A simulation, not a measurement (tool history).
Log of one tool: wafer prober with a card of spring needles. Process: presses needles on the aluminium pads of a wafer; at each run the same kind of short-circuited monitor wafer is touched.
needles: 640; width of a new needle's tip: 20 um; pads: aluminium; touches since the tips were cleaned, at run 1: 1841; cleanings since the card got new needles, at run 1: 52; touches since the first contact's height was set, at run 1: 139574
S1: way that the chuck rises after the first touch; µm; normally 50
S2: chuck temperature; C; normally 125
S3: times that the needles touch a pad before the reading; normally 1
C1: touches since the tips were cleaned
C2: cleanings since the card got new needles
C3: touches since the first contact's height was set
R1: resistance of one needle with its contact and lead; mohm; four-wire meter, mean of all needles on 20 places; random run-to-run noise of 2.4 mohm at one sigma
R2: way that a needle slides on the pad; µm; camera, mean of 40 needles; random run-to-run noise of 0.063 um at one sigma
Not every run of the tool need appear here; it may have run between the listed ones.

run 1 day=0.000 | S1=50 S2=125 S3=1 | C1=1841 C2=52 C3=139574 | R1=398 R2=11.84
-- day=0.067 tips cleaned on abrasive film
run 2 day=0.258 | S1=50 S2=125 S3=3 | C1=2036 C2=53 C3=142255 | R1=319 R2=11.85
-- day=0.308 tips cleaned on abrasive film
run 3 day=0.483 | S1=50 S2=125 S3=1 | C1=1863 C2=54 C3=144598 | R1=399 R2=11.77
-- day=0.529 tips cleaned on abrasive film
-- day=0.779 tips cleaned on abrasive film
run 4 day=0.858 | S1=50 S2=125 S3=1 | C1=842 C2=56 C3=148477 | R1=332 R2=11.80
-- day=1.004 tips cleaned on abrasive film
run 5 day=1.062 | S1=50 S2=125 S3=1 | C1=607 C2=57 C3=150606 | R1=332 R2=11.74
-- day=1.233 tips cleaned on abrasive film
run 6 day=1.312 | S1=50 S2=125 S3=1 | C1=826 C2=58 C3=153221 | R1=335 R2=11.73
-- day=1.462 tips cleaned on abrasive film
-- day=1.688 tips cleaned on abrasive film
run 7 day=1.708 | S1=50 S2=125 S3=1 | C1=202 C2=60 C3=157323 | R1=293 R2=11.78
-- day=1.942 tips cleaned on abrasive film
run 8 day=2.058 | S1=50 S2=125 S3=1 | C1=1241 C2=61 C3=160991 | R1=367 R2=11.63
-- day=2.192 tips cleaned on abrasive film
run 9 day=2.408 | S1=50 S2=125 S3=1 | C1=2278 C2=62 C3=164645 | R1=406 R2=11.81
-- day=2.433 tips cleaned on abrasive film
-- day=2.692 tips cleaned on abrasive film
run 10 day=2.754 | S1=50 S2=125 S3=1 | C1=653 C2=64 C3=168233 | R1=331 R2=11.74
-- day=2.933 tips cleaned on abrasive film
run 11 day=3.150 | S1=50 S2=125 S3=1 | C1=2310 C2=65 C3=172398 | R1=428 R2=11.70
-- day=3.188 tips cleaned on abrasive film
-- day=3.425 tips cleaned on abrasive film
run 12 day=3.542 | S1=50 S2=125 S3=1 | C1=1250 C2=67 C3=176441 | R1=367 R2=11.57
-- day=3.617 height of the first contact set anew
-- day=3.683 tips cleaned on abrasive film
run 13 day=3.796 | S1=50 S2=125 S3=1 | C1=1208 C2=68 C3=1864 | R1=355 R2=12.48
-- day=3.912 tips cleaned on abrasive film
run 14 day=4.008 | S1=50 S2=125 S3=1 | C1=1036 C2=69 C3=4078 | R1=344 R2=12.45
-- day=4.142 tips cleaned on abrasive film
-- day=4.379 tips cleaned on abrasive film
run 15 day=4.429 | S1=50 S2=125 S3=1 | C1=545 C2=71 C3=8456 | R1=319 R2=12.39
-- day=4.617 tips cleaned on abrasive film
-- day=4.850 tips cleaned on abrasive film
run 16 day=4.850 | S1=50 S2=125 S3=1 | C1=0 C2=73 C3=12810 | R1=286 R2=12.35
-- day=5.092 tips cleaned on abrasive film
run 17 day=5.108 | S1=66 S2=125 S3=1 | C1=198 C2=74 C3=15518 | R1=276 R2=16.29
run 18 day=5.296 | S1=32 S2=125 S3=2 | C1=2188 C2=74 C3=17508 | R1=490 R2=7.80
-- day=5.321 tips cleaned on abrasive film
-- day=5.562 tips cleaned on abrasive film
run 19 day=5.733 | S1=30 S2=125 S3=2 | C1=1813 C2=76 C3=22022 | R1=492 R2=7.37
-- day=5.800 tips cleaned on abrasive film
run 20 day=6.008 | S1=34 S2=45 S3=1 | C1=2181 C2=77 C3=24890 | R1=550 R2=8.35
-- day=6.046 tips cleaned on abrasive film
-- day=6.279 tips cleaned on abrasive film
run 21 day=6.288 | S1=34 S2=45 S3=1 | C1=52 C2=79 C3=27763 | R1=302 R2=8.50
run 22 day=6.475 | S1=50 S2=125 S3=1 | C1=2040 C2=79 C3=29751 | R1=396 R2=12.30
-- day=6.533 tips cleaned on abrasive film
-- day=6.767 tips cleaned on abrasive film
run 23 day=6.796 | S1=35 S2=107 S3=2 | C1=276 C2=81 C3=33062 | R1=330 R2=8.61
-- day=6.996 tips cleaned on abrasive film
run 24 day=7.133 | S1=56 S2=109 S3=2 | C1=1480 C2=82 C3=36626 | R1=312 R2=13.84
-- day=7.225 tips cleaned on abrasive film
run 25 day=7.333 | S1=56 S2=109 S3=2 | C1=1182 C2=83 C3=38708 | R1=305 R2=13.83
-- day=7.450 tips cleaned on abrasive film
run 26 day=7.558 | S1=65 S2=97 S3=3 | C1=1155 C2=84 C3=41028 | R1=273 R2=16.04
-- day=7.683 tips cleaned on abrasive film
run 27 day=7.738 | S1=34 S2=105 S3=1 | C1=535 C2=85 C3=42864 | R1=375 R2=8.23
-- day=7.938 tips cleaned on abrasive film
run 28 day=7.946 | S1=34 S2=105 S3=1 | C1=112 C2=86 C3=45058 | R1=342 R2=8.19
-- day=8.162 tips cleaned on abrasive film
run 29 day=8.162 | S1=37 S2=125 S3=2 | C1=0 C2=87 C3=47294 | R1=302 R2=9.00
-- day=8.408 tips cleaned on abrasive film
run 30 day=8.475 | S1=38 S2=72 S3=2 | C1=711 C2=88 C3=50571 | R1=338 R2=9.25
-- day=8.654 tips cleaned on abrasive film
run 31 day=8.742 | S1=38 S2=72 S3=2 | C1=945 C2=89 C3=53363 | R1=351 R2=9.26

What if the next run were any one of these 3? Each begins from the tool's condition after run 31:
-- day=8.879 tips cleaned on abrasive film
run A day=9.000 | S1=38 S2=82 S3=2 | C1=1261 C2=90 C3=56026 | R1=? R2=?
-- day=8.879 tips cleaned on abrasive film
run B day=9.000 | S1=38 S2=79 S3=1 | C1=1261 C2=90 C3=56026 | R1=? R2=?
-- day=8.879 tips cleaned on abrasive film
run C day=9.000 | S1=50 S2=112 S3=1 | C1=1261 C2=90 C3=56026 | R1=? R2=?

run=A R1=371 R2=9.23
run=B R1=440 R2=9.19
run=C R1=359 R2=12.24
Stripped of hidden state, with their random variation kept, the same runs would have yielded:
run=A R1=270 R2=9.51
run=B R1=272 R2=9.48
run=C R1=266 R2=12.53
